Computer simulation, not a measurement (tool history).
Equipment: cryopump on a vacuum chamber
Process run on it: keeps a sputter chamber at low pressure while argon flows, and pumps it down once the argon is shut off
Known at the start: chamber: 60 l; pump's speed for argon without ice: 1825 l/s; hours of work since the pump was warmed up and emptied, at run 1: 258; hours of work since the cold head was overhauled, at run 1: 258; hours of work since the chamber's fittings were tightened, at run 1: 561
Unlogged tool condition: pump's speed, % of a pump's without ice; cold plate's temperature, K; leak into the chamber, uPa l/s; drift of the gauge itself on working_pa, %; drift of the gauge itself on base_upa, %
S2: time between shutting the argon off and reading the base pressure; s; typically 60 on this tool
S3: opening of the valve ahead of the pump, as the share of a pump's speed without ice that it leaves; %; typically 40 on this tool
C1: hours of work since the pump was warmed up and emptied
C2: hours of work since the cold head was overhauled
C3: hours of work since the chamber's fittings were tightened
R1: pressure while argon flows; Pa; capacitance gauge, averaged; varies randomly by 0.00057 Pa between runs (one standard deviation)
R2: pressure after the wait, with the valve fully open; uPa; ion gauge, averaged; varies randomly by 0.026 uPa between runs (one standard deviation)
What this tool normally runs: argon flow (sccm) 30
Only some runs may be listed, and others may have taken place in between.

Run 1, hour 0: usual settings; C1 258; C2 258; C3 561. Result: R1 0.0724 Pa, R2 1.22 uPa.
Run 2, hour 11.8: usual settings but S2 141 s; C1 262; C2 262; C3 566. Result: R1 0.0731 Pa, R2 0.71 uPa.
Run 3, hour 30.9: usual settings; C1 270; C2 270; C3 573. Result: R1 0.072 Pa, R2 1.3 uPa.
Run 4, hour 43.2: usual settings but argon flow (sccm) 19; C1 275; C2 275; C3 578. Result: R1 0.0469 Pa, R2 1.27 uPa.
Run 5, hour 58.2: usual settings but argon flow (sccm) 19; C1 281; C2 281; C3 584. Result: R1 0.0461 Pa, R2 1.28 uPa.
Run 6, hour 68.1: usual settings but argon flow (sccm) 19; C1 285; C2 285; C3 588. Result: R1 0.0454 Pa, R2 1.24 uPa.
Run 7, hour 76.2: usual settings but argon flow (sccm) 19; C1 288; C2 288; C3 592. Result: R1 0.0473 Pa, R2 1.27 uPa.
Run 8, hour 90.2: usual settings but argon flow (sccm) 19, S2 124 s; C1 294; C2 294; C3 597. Result: R1 0.0459 Pa, R2 0.79 uPa.
Run 9, hour 100.9: usual settings but argon flow (sccm) 19, S2 124 s; C1 299; C2 299; C3 602. Result: R1 0.0464 Pa, R2 0.8 uPa.
Run 10, hour 110.6: usual settings but argon flow (sccm) 36, S2 124 s; C1 302; C2 302; C3 606. Result: R1 0.0885 Pa, R2 0.77 uPa.
Run 11, hour 124.6: usual settings but argon flow (sccm) 36, S2 124 s, S3 46 %; C1 308; C2 308; C3 611. Result: R1 0.0784 Pa, R2 0.79 uPa.
Run 12, hour 134.2: usual settings but argon flow (sccm) 36, S2 124 s, S3 46 %; C1 312; C2 312; C3 615. Result: R1 0.0777 Pa, R2 0.83 uPa.
Run 13, hour 143.5: usual settings but argon flow (sccm) 36, S2 124 s, S3 46 %; C1 316; C2 316; C3 619. Result: R1 0.0765 Pa, R2 0.82 uPa.
Run 14, hour 162.4: usual settings but S3 29 %; C1 323; C2 323; C3 627. Result: R1 0.0981 Pa, R2 1.24 uPa.
Run 15, hour 173.9: usual settings but S3 29 %; C1 328; C2 328; C3 631. Result: R1 0.0989 Pa, R2 1.31 uPa.
Run 16, hour 189.4: usual settings but S3 29 %; C1 334; C2 334; C3 638. Result: R1 0.0993 Pa, R2 1.27 uPa.
Run 17, hour 203.2: usual settings but argon flow (sccm) 37, S3 17 %; C1 340; C2 340; C3 643. Result: R1 0.2082 Pa, R2 1.28 uPa.
Run 18, hour 219.4: usual settings but argon flow (sccm) 37, S3 17 %; C1 346; C2 346; C3 650. Result: R1 0.2071 Pa, R2 1.3 uPa.
Run 19, hour 232.6: usual settings but argon flow (sccm) 45, S2 69 s, S3 52 %; C1 352; C2 352; C3 655. Result: R1 0.0854 Pa, R2 1.18 uPa.
Run 20, hour 251.3: usual settings but argon flow (sccm) 45, S2 28 s, S3 18 %; C1 359; C2 359; C3 663. Result: R1 0.2405 Pa, R2 2.42 uPa.
Run 21, hour 267.2: usual settings but S2 179 s, S3 32 %; C1 366; C2 366; C3 669. Result: R1 0.0905 Pa, R2 0.69 uPa.
Run 22, hour 281.5: usual settings but S3 34 %; C1 372; C2 372; C3 675. Result: R1 0.0866 Pa, R2 1.28 uPa.
Run 23, hour 296: usual settings but argon flow (sccm) 57, S2 83 s, S3 16 %; C1 377; C2 377; C3 681. Result: R1 0.3383 Pa, R2 1.02 uPa.
Run 24, hour 314.1: usual settings but argon flow (sccm) 57, S2 30 s, S3 36 %; C1 385; C2 385; C3 688. Result: R1 0.1538 Pa, R2 2.21 uPa.
Run 25, hour 330.9: usual settings but argon flow (sccm) 19, S2 285 s, S3 36 %; C1 392; C2 392; C3 695. Result: R1 0.0521 Pa, R2 0.59 uPa.
Run 26, hour 348.7: usual settings but argon flow (sccm) 15, S2 24 s, S3 21 %; C1 399; C2 399; C3 702. Result: R1 0.0681 Pa, R2 2.68 uPa.
Run 27, hour 364.8: usual settings but argon flow (sccm) 15, S2 24 s, S3 21 %; C1 405; C2 405; C3 708. Result: R1 0.0697 Pa, R2 2.7 uPa.
Run 28, hour 376.7: usual settings but argon flow (sccm) 15, S2 24 s, S3 56 %; C1 410; C2 410; C3 713. Result: R1 0.0276 Pa, R2 2.74 uPa.
Run 29, hour 395.4: usual settings but argon flow (sccm) 24, S2 224 s; C1 418; C2 418; C3 721. Result: R1 0.06 Pa, R2 0.65 uPa.

4 ways to go on from here, each from the tool as it stands after run 29. What would each give?
Run A, hour 411: usual settings but argon flow (sccm) 18, S2 233 s, S3 32 %; C1 424; C2 424; C3 727. Result: R1 ?, R2 ?.
Run B, hour 411: usual settings but argon flow (sccm) 24, S2 74 s, S3 32 %; C1 424; C2 424; C3 727. Result: R1 ?, R2 ?.
Run C, hour 411: usual settings but argon flow (sccm) 13, S2 22 s, S3 18 %; C1 424; C2 424; C3 727. Result: R1 ?, R2 ?.
Run D, hour 411: usual settings but S3 57 %; C1 424; C2 424; C3 727. Result: R1 ?, R2 ?.

run      R1    R2
  A   0.055  0.71
  B  0.0741  1.15
  C   0.069  2.91
  D  0.0537  1.34
Stripped of hidden state, with their random variation kept, the same runs would have yielded:
run      R1    R2
  A  0.0519  0.46
  B  0.0699  0.91
  C  0.0667  2.67
  D  0.0485  1.09
